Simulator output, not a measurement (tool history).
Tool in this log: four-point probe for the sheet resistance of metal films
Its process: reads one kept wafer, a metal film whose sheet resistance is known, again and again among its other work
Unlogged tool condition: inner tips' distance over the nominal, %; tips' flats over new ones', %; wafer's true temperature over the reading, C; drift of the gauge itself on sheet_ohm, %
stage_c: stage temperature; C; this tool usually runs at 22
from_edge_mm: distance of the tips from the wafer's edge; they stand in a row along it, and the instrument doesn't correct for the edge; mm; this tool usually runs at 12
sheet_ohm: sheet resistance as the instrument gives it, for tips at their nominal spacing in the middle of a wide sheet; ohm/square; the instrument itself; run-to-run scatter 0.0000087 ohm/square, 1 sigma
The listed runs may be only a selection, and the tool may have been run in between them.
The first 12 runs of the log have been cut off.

run     day  stage_c  from_edge_mm  touches since the probe head was changed  hours of work since the stage's thermometer was calibrated  sheet_ohm
 13  35.458       22            11                                    153815                                                        1299   0.043916
     35.821  -- stage's thermometer calibrated
 14  39.308       22            11                                    158067                                                          64   0.043969
 15  41.421       22            12                                    160413                                                         103   0.043951
 16  43.721       27            12                                    162967                                                         145   0.043825
     44.283  -- stage's thermometer calibrated, once more
 17  47.229       27            12                                    166841                                                          54   0.043730
     48.925  -- new probe head fitted
 18  48.967       30            12                                        45                                                          85   0.043086
 19  51.038       33             7                                      2345                                                         123   0.043328
 20  55.025       33             7                                      6770                                                         196   0.043360
 21  59.071       32             9                                     11262                                                         271   0.043221
 22  63.079       32             9                                     15714                                                         344   0.043248
 23  66.621       22            44                                     19647                                                         409   0.043256
 24  68.938       32             5                                     22219                                                         452   0.043882
 25  70.688       18             9                                     24164                                                         484   0.043677
 26  72.979       31            57                                     26710                                                         526   0.043025
 27  75.333       31            10                                     29322                                                         569   0.043278
 28  77.896       30            36                                     32168                                                         616   0.043100
 29  81.425       23            12                                     36088                                                         681   0.043474
 30  83.567       23            12                                     38467                                                         720   0.043489
 31  87.083       23            12                                     42370                                                         785   0.043496
 32  89.425       21             4                                     44970                                                         828   0.044806

Each row is a separate what-if for the run after 32, all from the same tool condition, not one after another. Results?
  A  92.821       34            12                                     48742                                                         890          ?
  B  92.821       25            12                                     48742                                                         890          ?
  C  92.821       31            21                                     48742                                                         890          ?
  D  92.821       19            18                                     48742                                                         890          ?
  E  92.821       34            12                                     48742                                                         890          ?

run  sheet_ohm
  A   0.043211
  B   0.043459
  C   0.043189
  D   0.043581
  E   0.043191
The same runs, with their run-to-run variation unchanged, on a tool lacking any hidden condition would have given:
run  sheet_ohm
  A   0.042955
  B   0.043200
  C   0.042932
  D   0.043321
  E   0.042936
